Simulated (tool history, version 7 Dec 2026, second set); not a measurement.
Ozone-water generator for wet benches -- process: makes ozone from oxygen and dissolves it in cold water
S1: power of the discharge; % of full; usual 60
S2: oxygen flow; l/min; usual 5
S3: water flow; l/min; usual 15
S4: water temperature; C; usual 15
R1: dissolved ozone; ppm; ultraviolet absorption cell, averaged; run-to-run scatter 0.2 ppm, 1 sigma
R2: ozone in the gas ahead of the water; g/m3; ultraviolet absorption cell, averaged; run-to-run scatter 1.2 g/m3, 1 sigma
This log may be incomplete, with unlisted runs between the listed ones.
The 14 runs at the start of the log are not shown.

| run | hour | S1 | S2 | S3 | S4 | R1 | R2 |
|---|---|---|---|---|---|---|---|
| 15 | 401.5 | 60 | 5 | 15 | 15 | 26.6 | 212.3 |
| 16 | 429.5 | 60 | 5 | 15 | 15 | 27 | 212.3 |
| 17 | 449.5 | 60 | 5 | 11 | 14 | 33.2 | 210.2 |
| 18 | 486.2 | 60 | 5 | 11 | 14 | 33.2 | 213.9 |
| 19 | 504.2 | 71 | 2.53 | 11 | 18 | 35.1 | 343.2 |
| 20 | 534.9 | 64 | 7.61 | 10 | 18 | 31.3 | 177.5 |
| 21 | 554.2 | 64 | 7.61 | 10 | 18 | 31.4 | 175.9 |
| 22 | 576.5 | 64 | 6.18 | 11 | 18 | 31 | 198.4 |
| 23 | 594 | 64 | 6.18 | 11 | 18 | 30.9 | 197.3 |
| 24 | 618.2 | 82 | 6.2 | 11 | 15 | 39.4 | 233.5 |
| 25 | 646.7 | 49 | 3.53 | 15 | 15 | 23.1 | 220.8 |
| 26 | 676.6 | 60 | 3.61 | 23 | 15 | 18.6 | 250.8 |
| 27 | 711.4 | 60 | 3.61 | 23 | 15 | 18.2 | 249.9 |
| 28 | 728.2 | 60 | 5.13 | 17 | 23 | 21.7 | 207.9 |
| 29 | 753.4 | 86 | 5 | 18 | 15 | 29.7 | 268.8 |
| 30 | 771.3 | 57 | 5 | 18 | 19 | 21.3 | 205.1 |
| 31 | 806 | 57 | 5 | 18 | 19 | 21.3 | 204.5 |
| 32 | 823.8 | 57 | 5 | 18 | 19 | 21.1 | 205 |

Each row is a separate what-if for the run after 32, all from the same tool condition, not one after another. Results?
| A | 848.3 | 57 | 5 | 17 | 19 | ? | ? |
| B | 848.3 | 60 | 5 | 16 | 20 | ? | ? |
| C | 848.3 | 60 | 5 | 19 | 22 | ? | ? |

| run | R1 | R2 |
|---|---|---|
| A | 21.8 | 201.9 |
| B | 23.6 | 211.8 |
| C | 20.2 | 210.3 |
What these runs would have given with no unlogged condition in the tool:
| run | R1 | R2 |
|---|---|---|
| A | 23.2 | 207 |
| B | 25.1 | 217.3 |
| C | 21.6 | 215.7 |
